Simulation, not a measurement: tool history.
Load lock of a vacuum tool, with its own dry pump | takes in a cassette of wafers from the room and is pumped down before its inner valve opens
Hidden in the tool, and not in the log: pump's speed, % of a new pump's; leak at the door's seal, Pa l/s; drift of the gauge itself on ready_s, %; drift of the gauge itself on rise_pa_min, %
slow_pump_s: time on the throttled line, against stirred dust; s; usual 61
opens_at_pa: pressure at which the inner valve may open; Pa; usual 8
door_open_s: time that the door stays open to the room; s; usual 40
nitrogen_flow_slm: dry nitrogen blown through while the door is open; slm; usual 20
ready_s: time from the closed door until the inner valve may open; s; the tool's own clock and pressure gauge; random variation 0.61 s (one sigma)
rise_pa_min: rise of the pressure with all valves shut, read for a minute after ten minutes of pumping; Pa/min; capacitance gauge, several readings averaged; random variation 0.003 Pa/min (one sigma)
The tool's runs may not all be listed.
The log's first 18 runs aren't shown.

run,hour,slow_pump_s,opens_at_pa,door_open_s,nitrogen_flow_slm,hours that the pump has run since its overhaul,times that the door has closed on its seal,"incoming humidity of the room's air, %",ready_s,rise_pa_min
19,2985.4,61,8,152,20,3541,12911,45.3,89.1,0.231
20,3191.2,79,9,38,12,3747,13184,43,103.9,0.21
21,3347.3,61,13,145,20,3903,13390,46.9,87.5,0.247
22,3513.6,61,13,186,30,4069,13610,43.8,88.7,0.235
23,3668.1,32,8,145,20,4224,13815,44.1,65.3,0.246
24,3758.7,32,16,145,20,4315,13935,42.3,62.4,0.248
25,3850.7,87,16,39,12,4407,14056,42.8,107.5,0.226
26,4000.6,87,16,39,12,4556,14255,45,109.1,0.23
27,4118.5,87,16,39,12,4674,14411,48.4,109.9,0.235
28,4212.6,61,9,179,20,4768,14535,42.9,90.2,0.268
29,4416.7,85,8,48,4,4973,14805,48.7,110.3,0.264
30,4521.9,61,12,40,33,5078,14945,45.7,87.8,0.237
31,4686.5,61,12,40,33,5242,15162,36.2,88.5,0.239
32,4848.3,61,8,141,20,5404,15377,44.4,90,0.289
33,4965.7,73,8,41,20,5522,15532,41.8,101.3,0.265
34,5129.5,73,8,41,20,5685,15749,51.9,99.7,0.26
35,5295.2,82,7,38,20,5851,15968,43.7,108.2,0.271
36,5411.1,116,12,184,20,5967,16121,41.8,136,0.307
37,5538,116,12,184,20,6094,16289,45.4,135.8,0.309

Forecast each of these 3 alternatives for the next run:
A,5700.8,109,11,59,20,6257,16505,46.5,?,?
B,5700.8,116,7,69,20,6257,16505,46.2,?,?
C,5700.8,116,14,184,20,6257,16505,46.7,?,?

run,ready_s,rise_pa_min
A,129.4,0.294
B,138.4,0.295
C,138,0.33
Without the tool's hidden state the same runs would have given:
run,ready_s,rise_pa_min
A,127.9,0.034
B,136.9,0.035
C,136.7,0.069

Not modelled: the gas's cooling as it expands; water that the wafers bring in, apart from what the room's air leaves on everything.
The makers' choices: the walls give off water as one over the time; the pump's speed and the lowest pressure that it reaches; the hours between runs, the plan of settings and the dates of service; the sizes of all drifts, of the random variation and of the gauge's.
